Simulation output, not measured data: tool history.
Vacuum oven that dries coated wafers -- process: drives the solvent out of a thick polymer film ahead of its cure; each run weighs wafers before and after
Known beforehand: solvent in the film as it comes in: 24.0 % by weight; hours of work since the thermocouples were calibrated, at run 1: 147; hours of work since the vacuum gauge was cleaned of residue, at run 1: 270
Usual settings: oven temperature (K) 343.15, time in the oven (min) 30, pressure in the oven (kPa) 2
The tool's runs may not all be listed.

run   hour  oven temperature (K)  time in the oven (min)  pressure in the oven (kPa)  hours of work since the thermocouples were calibrated  hours of work since the vacuum gauge was cleaned of residue  solvent left in the film (%)
  1      0                343.15                      30                           2                                                    147                                                          270                          5.15
  2    7.5                343.15                      30                           2                                                    151                                                          274                          5.16
  3   13.9                343.15                      30                           2                                                    154                                                          277                          5.06
  4   24.6                343.15                      30                        4.54                                                    159                                                          282                          6.63
  5     33                343.15                      30                           2                                                    164                                                          286                          5.14
  6   39.1                343.15                      30                        2.18                                                    167                                                          289                          5.21
  7   49.7                343.15                      30                        2.18                                                    172                                                          295                          5.17
  8   59.4                344.15                      30                           2                                                    177                                                          299                          4.77
  9   72.6                344.15                      30                           2                                                    183                                                          306                           4.7
 10   85.8                343.15                      30                           2                                                    190                                                          313                          5.02
 11   94.9                343.15                      30                         3.3                                                    195                                                          317                          5.75
 12  106.9                343.15                      26                           2                                                    201                                                          323                          5.85
 13  117.5                343.15                      30                           2                                                    206                                                          328                          5.09
 14  129.8                343.15                      30                           2                                                    212                                                          335                          5.15
 15  139.1                343.15                      30                           2                                                    217                                                          339                          5.19
 16  146.6                343.15                      30                           2                                                    220                                                          343                          5.23
 17  154.9                343.15                      30                           2                                                    225                                                          347                          5.14
 18  162.6                343.15                      30                           2                                                    228                                                          351                          5.05
 19  175.5                343.15                      30                           2                                                    235                                                          357                          5.12
 20  188.2                343.15                      30                           2                                                    241                                                          364                          4.98
 21  200.7                343.15                      19                           2                                                    247                                                          370                          8.03
 22  210.9                343.15                      38                           2                                                    253                                                          375                          3.95
 23  221.2                343.15                      38                           2                                                    258                                                          380                          3.87
 24  232.4                343.15                      38                           2                                                    263                                                          386                             4
 25  243.6                337.15                      23                        2.85                                                    269                                                          391                          9.91
 26  256.4                350.15                      25                           2                                                    275                                                          398                          3.45
 27  265.1                350.15                      25                           2                                                    280                                                          402                          3.37
 28  273.8                345.15                      37                         1.2                                                    284                                                          407                          2.75
 29  284.7                343.15                      30                        1.82                                                    289                                                          412                          4.89
 30  297.7                344.15                      30                           2                                                    296                                                          418                          4.59
 31  306.7                344.15                      30                           2                                                    300                                                          423                          4.59
 32  315.1                328.15                      18                        4.46                                                    305                                                          427                         16.17
 33  322.6                328.15                      18                        4.46                                                    308                                                          431                         16.17
 34  332.9                328.15                      18                        4.46                                                    313                                                          436                          16.1
 35  339.9                328.15                      18                        4.46                                                    317                                                          440                         16.18
 36  346.2                350.15                      27                        4.46                                                    320                                                          443                           4.3
 37  359.9                350.15                      27                        4.46                                                    327                                                          450                          4.13
 38  373.1                328.15                      25                        1.61                                                    334                                                          456                         12.88
 39  386.5                357.15                      25                        7.48                                                    340                                                          463                          3.73
 40  397.4                343.15                      15                        4.76                                                    346                                                          468                         10.87
 41  404.4                342.15                      28                        1.21                                                    349                                                          472                          5.32
 42  410.1                343.15                      23                        1.87                                                    352                                                          475                          6.49
 43  418.9                344.15                      23                        2.37                                                    356                                                          479                           6.3
 44  427.7                332.15                      40                        2.37                                                    361                                                          483                          8.88
 45  434.1                335.15                      43                        1.63                                                    364                                                          487                          6.17
 46    443                335.15                      43                        1.63                                                    368                                                          491                          6.17
 47  450.8                335.15                      43                        1.63                                                    372                                                          495                          6.08

Results per run with the tool's hidden condition removed, run-to-run variation unchanged:
Hidden conditions of the tool in this case: true wafer temperature over the reading, C; true pressure over the reading, kPa; drift of the gauge itself on solvent_pct, %.
run  solvent left in the film (%)
  1                           5.4
  2                          5.41
  3                           5.3
  4                          6.91
  5                           5.4
  6                          5.47
  7                          5.44
  8                          5.03
  9                          4.96
 10                          5.29
 11                          6.03
 12                          6.14
 13                          5.37
 14                          5.44
 15                          5.48
 16                          5.52
 17                          5.43
 18                          5.35
 19                          5.41
 20                          5.28
 21                          8.37
 22                           4.2
 23                          4.13
 24                          4.26
 25                         10.27
 26                          3.71
 27                          3.63
 28                          2.97
 29                          5.21
 30                          4.91
 31                           4.9
 32                         16.47
 33                         16.48
 34                         16.41
 35                         16.49
 36                          4.59
 37                          4.41
 38                         13.22
 39                          3.95
 40                         11.29
 41                          5.69
 42                          6.88
 43                          6.69
 44                          9.33
 45                          6.57
 46                          6.57
 47                          6.48
